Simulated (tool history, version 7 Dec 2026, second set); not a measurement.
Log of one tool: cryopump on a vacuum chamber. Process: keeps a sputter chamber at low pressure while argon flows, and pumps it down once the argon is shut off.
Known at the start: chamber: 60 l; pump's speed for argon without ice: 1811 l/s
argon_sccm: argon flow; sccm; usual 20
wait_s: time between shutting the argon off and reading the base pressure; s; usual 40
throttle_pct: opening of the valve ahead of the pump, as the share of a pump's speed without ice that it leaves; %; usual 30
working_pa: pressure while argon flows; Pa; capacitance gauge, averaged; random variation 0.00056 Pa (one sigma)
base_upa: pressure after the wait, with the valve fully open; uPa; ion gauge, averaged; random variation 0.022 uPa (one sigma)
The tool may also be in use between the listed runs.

run 1 hour=0 | argon_sccm=20 wait_s=40 throttle_pct=30 | working_pa=0.064 base_upa=0.82
run 2 hour=111.2 | argon_sccm=20 wait_s=40 throttle_pct=30 | working_pa=0.0651 base_upa=0.89
run 3 hour=192.9 | argon_sccm=20 wait_s=40 throttle_pct=30 | working_pa=0.066 base_upa=0.87
run 4 hour=291.6 | argon_sccm=20 wait_s=40 throttle_pct=30 | working_pa=0.067 base_upa=0.83
run 5 hour=350.1 | argon_sccm=19 wait_s=40 throttle_pct=30 | working_pa=0.0628 base_upa=0.86
run 6 hour=435.4 | argon_sccm=19 wait_s=106 throttle_pct=30 | working_pa=0.0595 base_upa=0.52
run 7 hour=509.9 | argon_sccm=13 wait_s=40 throttle_pct=30 | working_pa=0.0407 base_upa=0.83
run 8 hour=636.8 | argon_sccm=20 wait_s=40 throttle_pct=28 | working_pa=0.0678 base_upa=0.86
run 9 hour=721.7 | argon_sccm=20 wait_s=40 throttle_pct=30 | working_pa=0.0635 base_upa=0.91
run 10 hour=809.9 | argon_sccm=20 wait_s=40 throttle_pct=30 | working_pa=0.0649 base_upa=0.9
run 11 hour=936.1 | argon_sccm=20 wait_s=40 throttle_pct=30 | working_pa=0.0654 base_upa=0.92
run 12 hour=1025 | argon_sccm=20 wait_s=40 throttle_pct=30 | working_pa=0.0667 base_upa=0.95
run 13 hour=1147.2 | argon_sccm=20 wait_s=130 throttle_pct=30 | working_pa=0.0675 base_upa=0.66
run 14 hour=1255.6 | argon_sccm=20 wait_s=130 throttle_pct=30 | working_pa=0.0627 base_upa=0.59
run 15 hour=1318.5 | argon_sccm=20 wait_s=130 throttle_pct=30 | working_pa=0.0634 base_upa=0.6
run 16 hour=1449 | argon_sccm=20 wait_s=40 throttle_pct=53 | working_pa=0.0368 base_upa=0.93
run 17 hour=1532.4 | argon_sccm=32 wait_s=40 throttle_pct=30 | working_pa=0.1023 base_upa=0.93
run 18 hour=1638.5 | argon_sccm=32 wait_s=40 throttle_pct=30 | working_pa=0.1037 base_upa=1
run 19 hour=1770.8 | argon_sccm=17 wait_s=40 throttle_pct=24 | working_pa=0.0684 base_upa=1
run 20 hour=1871.3 | argon_sccm=17 wait_s=63 throttle_pct=24 | working_pa=0.0682 base_upa=0.5
run 21 hour=1938.7 | argon_sccm=17 wait_s=63 throttle_pct=24 | working_pa=0.0695 base_upa=0.5
run 22 hour=2026.1 | argon_sccm=17 wait_s=88 throttle_pct=26 | working_pa=0.0642 base_upa=0.48
run 23 hour=2098.4 | argon_sccm=20 wait_s=66 throttle_pct=20 | working_pa=0.0944 base_upa=0.45
run 24 hour=2196 | argon_sccm=16 wait_s=39 throttle_pct=30 | working_pa=0.0514 base_upa=0.7
run 25 hour=2265.2 | argon_sccm=20 wait_s=130 throttle_pct=30 | working_pa=0.0636 base_upa=0.37
run 26 hour=2324 | argon_sccm=20 wait_s=130 throttle_pct=30 | working_pa=0.0642 base_upa=0.37
run 27 hour=2430.1 | argon_sccm=19 wait_s=40 throttle_pct=40 | working_pa=0.0463 base_upa=0.67
run 28 hour=2494.5 | argon_sccm=8 wait_s=53 throttle_pct=16 | working_pa=0.0471 base_upa=0.63
run 29 hour=2562.8 | argon_sccm=14 wait_s=82 throttle_pct=52 | working_pa=0.0277 base_upa=0.49
run 30 hour=2648.9 | argon_sccm=31 wait_s=82 throttle_pct=52 | working_pa=0.0599 base_upa=0.54
run 31 hour=2712.8 | argon_sccm=32 wait_s=82 throttle_pct=22 | working_pa=0.1399 base_upa=0.52
run 32 hour=2780.9 | argon_sccm=18 wait_s=32 throttle_pct=37 | working_pa=0.0494 base_upa=0.86
run 33 hour=2868 | argon_sccm=31 wait_s=40 throttle_pct=30 | working_pa=0.1033 base_upa=0.76

Not shown: 4 entries that the log had between the listed runs. Between which runs, and how does the tool's hidden state differ before and after?
Between runs 5 and 6: pump warmed up, emptied and cooled again (hour 423.7)
  pump's speed, % of a pump's without ice: 85.8 -> 99.6; cold plate's temperature, K: 13.55 -> 13.58; leak into the chamber, uPa l/s: 683 -> 696
  measured less the result without the state, working_pa: +0.0036 -> +0.0006 Pa; base_upa: +0.29 -> +0.23 uPa
Between runs 13 and 14: pump warmed up, emptied and cooled again (hour 1246.4)
  pump's speed, % of a pump's without ice: 86.2 -> 99.7; cold plate's temperature, K: 13.89 -> 13.93; leak into the chamber, uPa l/s: 807 -> 824
  measured less the result without the state, working_pa: +0.0039 -> +0.0008 Pa; base_upa: +0.37 -> +0.31 uPa
Between runs 19 and 20: leaking fittings of the chamber tightened, without venting (hour 1779.6)
  pump's speed, % of a pump's without ice: 90.3 -> 88.3; cold plate's temperature, K: 14.13 -> 14.17; leak into the chamber, uPa l/s: 905 -> 350
  measured less the result without the state, working_pa: +0.0025 -> +0.0029 Pa; base_upa: +0.41 -> +0.06 uPa
Between runs 22 and 23: pump warmed up, emptied and cooled again (hour 2074.4)
  pump's speed, % of a pump's without ice: 85.4 -> 99; cold plate's temperature, K: 14.23 -> 14.26; leak into the chamber, uPa l/s: 374 -> 385
  measured less the result without the state, working_pa: +0.0036 -> +0.0011 Pa; base_upa: +0.09 -> +0.05 uPa

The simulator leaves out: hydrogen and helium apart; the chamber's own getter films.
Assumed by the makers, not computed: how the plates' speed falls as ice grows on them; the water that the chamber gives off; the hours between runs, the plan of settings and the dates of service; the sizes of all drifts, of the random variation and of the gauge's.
